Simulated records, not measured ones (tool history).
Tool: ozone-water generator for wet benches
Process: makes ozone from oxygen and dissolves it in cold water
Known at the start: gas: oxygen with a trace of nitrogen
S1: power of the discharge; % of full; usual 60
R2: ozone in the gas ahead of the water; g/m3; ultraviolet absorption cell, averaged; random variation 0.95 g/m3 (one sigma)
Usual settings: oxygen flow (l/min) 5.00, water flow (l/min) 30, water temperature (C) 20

run 1 hour=0.0 | S1=60 oxygen_flow_(l/min)=5.00 water_flow_(l/min)=30 water_temperature_(C)=20 | dissolved_ozone_(ppm)=11.6 R2=163.2
run 2 hour=178.4 | S1=60 oxygen_flow_(l/min)=5.00 water_flow_(l/min)=30 water_temperature_(C)=20 | dissolved_ozone_(ppm)=11.4 R2=161.1
run 3 hour=252.5 | S1=60 oxygen_flow_(l/min)=5.00 water_flow_(l/min)=30 water_temperature_(C)=20 | dissolved_ozone_(ppm)=11.5 R2=161.5
run 4 hour=377.7 | S1=60 oxygen_flow_(l/min)=5.00 water_flow_(l/min)=30 water_temperature_(C)=20 | dissolved_ozone_(ppm)=11.7 R2=160.1
run 5 hour=500.6 | S1=60 oxygen_flow_(l/min)=5.00 water_flow_(l/min)=23 water_temperature_(C)=20 | dissolved_ozone_(ppm)=14.7 R2=160.6
run 6 hour=576.7 | S1=60 oxygen_flow_(l/min)=5.00 water_flow_(l/min)=28 water_temperature_(C)=20 | dissolved_ozone_(ppm)=12.3 R2=160.9
run 7 hour=755.4 | S1=60 oxygen_flow_(l/min)=5.00 water_flow_(l/min)=30 water_temperature_(C)=20 | dissolved_ozone_(ppm)=11.5 R2=160.7
run 8 hour=875.1 | S1=60 oxygen_flow_(l/min)=5.00 water_flow_(l/min)=30 water_temperature_(C)=20 | dissolved_ozone_(ppm)=11.6 R2=158.8
run 9 hour=1003.5 | S1=60 oxygen_flow_(l/min)=5.00 water_flow_(l/min)=30 water_temperature_(C)=20 | dissolved_ozone_(ppm)=11.5 R2=158.2
run 10 hour=1158.5 | S1=60 oxygen_flow_(l/min)=5.00 water_flow_(l/min)=30 water_temperature_(C)=20 | dissolved_ozone_(ppm)=11.7 R2=157.1
run 11 hour=1309.7 | S1=60 oxygen_flow_(l/min)=5.00 water_flow_(l/min)=30 water_temperature_(C)=20 | dissolved_ozone_(ppm)=11.5 R2=159.7
run 12 hour=1476.0 | S1=60 oxygen_flow_(l/min)=5.00 water_flow_(l/min)=32 water_temperature_(C)=20 | dissolved_ozone_(ppm)=11.1 R2=159.7
run 13 hour=1559.8 | S1=60 oxygen_flow_(l/min)=5.00 water_flow_(l/min)=32 water_temperature_(C)=20 | dissolved_ozone_(ppm)=11.0 R2=158.2
run 14 hour=1639.9 | S1=60 oxygen_flow_(l/min)=5.00 water_flow_(l/min)=32 water_temperature_(C)=20 | dissolved_ozone_(ppm)=10.9 R2=157.5
run 15 hour=1800.1 | S1=60 oxygen_flow_(l/min)=3.64 water_flow_(l/min)=32 water_temperature_(C)=20 | dissolved_ozone_(ppm)=10.9 R2=193.5
run 16 hour=1910.4 | S1=68 oxygen_flow_(l/min)=5.87 water_flow_(l/min)=21 water_temperature_(C)=20 | dissolved_ozone_(ppm)=16.6 R2=153.9
run 17 hour=1992.1 | S1=68 oxygen_flow_(l/min)=5.99 water_flow_(l/min)=21 water_temperature_(C)=13 | dissolved_ozone_(ppm)=18.4 R2=152.1
run 18 hour=2164.1 | S1=68 oxygen_flow_(l/min)=5.99 water_flow_(l/min)=21 water_temperature_(C)=13 | dissolved_ozone_(ppm)=18.1 R2=150.7
-- hour=2197.9 gauge calibrated
run 19 hour=2285.2 | S1=68 oxygen_flow_(l/min)=5.99 water_flow_(l/min)=21 water_temperature_(C)=13 | dissolved_ozone_(ppm)=18.3 R2=155.3
run 20 hour=2447.4 | S1=68 oxygen_flow_(l/min)=2.66 water_flow_(l/min)=21 water_temperature_(C)=12 | dissolved_ozone_(ppm)=18.0 R2=257.8
run 21 hour=2618.9 | S1=83 oxygen_flow_(l/min)=6.75 water_flow_(l/min)=30 water_temperature_(C)=20 | dissolved_ozone_(ppm)=13.9 R2=162.7
run 22 hour=2714.6 | S1=83 oxygen_flow_(l/min)=6.75 water_flow_(l/min)=30 water_temperature_(C)=20 | dissolved_ozone_(ppm)=14.3 R2=162.8
run 23 hour=2881.5 | S1=74 oxygen_flow_(l/min)=5.00 water_flow_(l/min)=25 water_temperature_(C)=24 | dissolved_ozone_(ppm)=14.7 R2=182.0
run 24 hour=2996.6 | S1=74 oxygen_flow_(l/min)=5.00 water_flow_(l/min)=25 water_temperature_(C)=24 | dissolved_ozone_(ppm)=14.7 R2=183.2
run 25 hour=3163.6 | S1=47 oxygen_flow_(l/min)=3.80 water_flow_(l/min)=30 water_temperature_(C)=20 | dissolved_ozone_(ppm)=9.7 R2=163.2
run 26 hour=3301.8 | S1=47 oxygen_flow_(l/min)=3.80 water_flow_(l/min)=30 water_temperature_(C)=20 | dissolved_ozone_(ppm)=10.0 R2=162.1
-- hour=3357.2 water thermometer calibrated
run 27 hour=3419.4 | S1=47 oxygen_flow_(l/min)=5.69 water_flow_(l/min)=24 water_temperature_(C)=15 | dissolved_ozone_(ppm)=12.8 R2=125.9
run 28 hour=3516.0 | S1=47 oxygen_flow_(l/min)=5.69 water_flow_(l/min)=24 water_temperature_(C)=15 | dissolved_ozone_(ppm)=12.7 R2=127.6

Measured less the same run without the tool's hidden state. The same run-to-run variation is in both; the gauge's scatter may not be:
The hidden state here: yield of the discharge, % of new electrodes'; contactor's efficiency, % of a clean one's; true water temperature over the reading, C; drift of the gauge itself on ozone_ppm, %; drift of the gauge itself on gas_g_m3, %.
run=1 R2=-0.1
run=2 R2=-0.5
run=3 R2=-0.7
run=4 R2=-1.0
run=5 R2=-1.2
run=6 R2=-1.4
run=7 R2=-1.8
run=8 R2=-2.0
run=9 R2=-2.3
run=10 R2=-2.7
run=11 R2=-3.0
run=12 R2=-3.4
run=13 R2=-3.5
run=14 R2=-3.7
run=15 R2=-5.0
run=16 R2=-4.3
run=17 R2=-4.4
run=18 R2=-4.7
run=19 R2=-0.4
run=20 R2=-1.2
run=21 R2=-1.2
run=22 R2=-1.4
run=23 R2=-2.0
run=24 R2=-2.2
run=25 R2=-2.3
run=26 R2=-2.6
run=27 R2=-2.2
run=28 R2=-2.4
dissolved ozone (ppm): within 0.1 of the measured result in every run.
